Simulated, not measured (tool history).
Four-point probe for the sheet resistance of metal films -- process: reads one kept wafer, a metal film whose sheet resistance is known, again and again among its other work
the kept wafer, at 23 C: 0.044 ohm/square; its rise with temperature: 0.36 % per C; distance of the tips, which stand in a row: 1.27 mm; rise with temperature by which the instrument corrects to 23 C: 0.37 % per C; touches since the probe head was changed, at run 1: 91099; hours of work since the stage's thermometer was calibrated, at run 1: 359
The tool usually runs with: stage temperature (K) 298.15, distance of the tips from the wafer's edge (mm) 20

run     day  stage temperature (K)  distance of the tips from the wafer's edge (mm)  touches since the probe head was changed  hours of work since the stage's thermometer was calibrated  sheet resistance as the instrument gives it (ohm/square)
  1       0                 298.15                                               20                                     91099                                                         359                                                  0.044407
  2   0.421                 298.15                                               20                                     91553                                                         365                                                    0.0444
  3   1.038                 298.15                                               25                                     92215                                                         373                                                   0.04438
  4   1.512                 298.15                                               25                                     92727                                                         380                                                  0.044385
  5   1.825                 298.15                                               25                                     93066                                                         384                                                  0.044398
  6   2.192                 298.15                                               20                                     93460                                                         389                                                  0.044421
  7   2.667                 298.15                                               20                                     93971                                                         396                                                  0.044422
  8   3.312                 298.15                                               20                                     94668                                                         405                                                  0.044409
  9   3.888                 298.15                                               20                                     95284                                                         413                                                  0.044404
 10   4.175                 298.15                                               20                                     95596                                                         417                                                  0.044419
 11   4.612                 298.15                                               20                                     96064                                                         423                                                  0.044419
 12   5.158                 298.15                                               20                                     96655                                                         430                                                  0.044438
 13   5.483                 301.15                                               20                                     97004                                                         435                                                  0.044405
 14   5.783                 301.15                                                4                                     97326                                                         439                                                  0.046578
 15    6.05                 298.15                                               20                                     97615                                                         442                                                  0.044432
 16   6.688                 298.15                                               20                                     98300                                                         451                                                  0.044415
 17   7.275                 298.15                                               20                                     98934                                                         459                                                  0.044433
 18   7.717                 298.15                                               20                                     99409                                                         465                                                  0.044424
 19   8.308                 298.15                                               20                                    100048                                                         473                                                  0.044414
 20   8.775                 298.15                                                8                                    100550                                                         480                                                  0.044936
 21   9.321                 298.15                                                8                                    101137                                                         487                                                  0.044934
 22   9.788                 298.15                                               20                                    101638                                                         494                                                  0.044457
 23  10.204                 292.15                                               24                                    102087                                                         499                                                  0.044453
 24  10.608                 297.15                                               66                                    102524                                                         505                                                  0.044353
 25  11.004                 292.15                                                3                                    102950                                                         510                                                  0.048265
     11.075  -- stage's thermometer calibrated
 26  11.329                 296.15                                               11                                    103276                                                           3                                                  0.044674
 27  11.888                 306.15                                               14                                    103880                                                          11                                                    0.0445
 28  12.267                 292.15                                               49                                    104287                                                          16                                                  0.044392

For run 29, what comes out?
 29  12.712                 297.15                                                4                                    104765                                                          22                                                         ?

Run 29 yielded sheet resistance as the instrument gives it (ohm/square) 0.046626.
If the tool had no hidden condition, the same run with the same run-to-run variation would have returned sheet resistance as the instrument gives it (ohm/square) 0.046254.

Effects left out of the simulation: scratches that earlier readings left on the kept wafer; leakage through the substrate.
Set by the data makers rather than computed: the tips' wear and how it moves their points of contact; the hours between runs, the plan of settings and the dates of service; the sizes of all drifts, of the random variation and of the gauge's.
